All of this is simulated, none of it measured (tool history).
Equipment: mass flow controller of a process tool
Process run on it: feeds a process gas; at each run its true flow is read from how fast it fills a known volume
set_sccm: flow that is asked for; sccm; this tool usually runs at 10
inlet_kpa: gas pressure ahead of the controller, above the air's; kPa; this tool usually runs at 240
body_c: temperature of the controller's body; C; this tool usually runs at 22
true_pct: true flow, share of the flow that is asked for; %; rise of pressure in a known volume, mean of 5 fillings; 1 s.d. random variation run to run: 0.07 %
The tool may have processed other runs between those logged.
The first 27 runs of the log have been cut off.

Run 28, hour 5247.6: usual settings but inlet_kpa 211 kPa, body_c 37 C. Result: true_pct 99.49 %.
Run 29, hour 5520.4: usual settings but inlet_kpa 211 kPa, body_c 37 C. Result: true_pct 99.39 %.
Run 30, hour 5740.1: usual settings but inlet_kpa 211 kPa, body_c 37 C. Result: true_pct 99.54 %.
Run 31, hour 5929.5: usual settings but inlet_kpa 272 kPa. Result: true_pct 100.28 %.
Run 32, hour 6193.7: usual settings but inlet_kpa 272 kPa. Result: true_pct 100.33 %.
Run 33, hour 6356.8: usual settings but inlet_kpa 272 kPa. Result: true_pct 100.48 %.
Run 34, hour 6491.6: usual settings but set_sccm 3 sccm, inlet_kpa 142 kPa, body_c 34 C. Result: true_pct 98.16 %.
Run 35, hour 6744.1: usual settings but set_sccm 12 sccm. Result: true_pct 100.68 %.
At hour 6777.6: gauge calibrated.
Run 36, hour 6971.1: usual settings but set_sccm 12 sccm. Result: true_pct 99.1 %.
Run 37, hour 7171.5: usual settings but inlet_kpa 190 kPa, body_c 28 C. Result: true_pct 98.32 %.
Run 38, hour 7360.4: usual settings but inlet_kpa 197 kPa. Result: true_pct 98.52 %.
Run 39, hour 7638.5: usual settings but set_sccm 4 sccm, inlet_kpa 158 kPa, body_c 34 C. Result: true_pct 97.01 %.
Run 40, hour 7858.6: usual settings but set_sccm 16 sccm, body_c 39 C. Result: true_pct 99.34 %.
Run 41, hour 8055.4: usual settings but set_sccm 16 sccm, body_c 39 C. Result: true_pct 99.54 %.
At hour 8205.6: controller exchanged for a calibrated one.
Run 42, hour 8229.4: usual settings but inlet_kpa 256 kPa, body_c 38 C. Result: true_pct 98.59 %.
Run 43, hour 8402.3: usual settings but set_sccm 9 sccm, inlet_kpa 183 kPa, body_c 27 C. Result: true_pct 98.35 %.
Run 44, hour 8620.1: usual settings but set_sccm 6 sccm. Result: true_pct 98.37 %.
Run 45, hour 8821: usual settings but set_sccm 5 sccm, body_c 21 C. Result: true_pct 98.29 %.
Run 46, hour 8997.2: usual settings but set_sccm 12 sccm, inlet_kpa 279 kPa, body_c 21 C. Result: true_pct 99.8 %.

Alternative continuations, all from the tool just after run 46; predict every row:
Run A, hour 9169: usual settings but set_sccm 3 sccm, inlet_kpa 176 kPa, body_c 21 C. Result: true_pct ?.
Run B, hour 9169: usual settings but set_sccm 12 sccm, inlet_kpa 279 kPa, body_c 28 C. Result: true_pct ?.
Run C, hour 9169: usual settings but set_sccm 17 sccm, inlet_kpa 217 kPa, body_c 32 C. Result: true_pct ?.

run  true_pct
  A     97.72
  B      99.7
  C     99.99
Take away the tool's hidden state, keep each run's random variation, and the runs would have read:
run  true_pct
  A     97.11
  B     99.08
  C     99.36
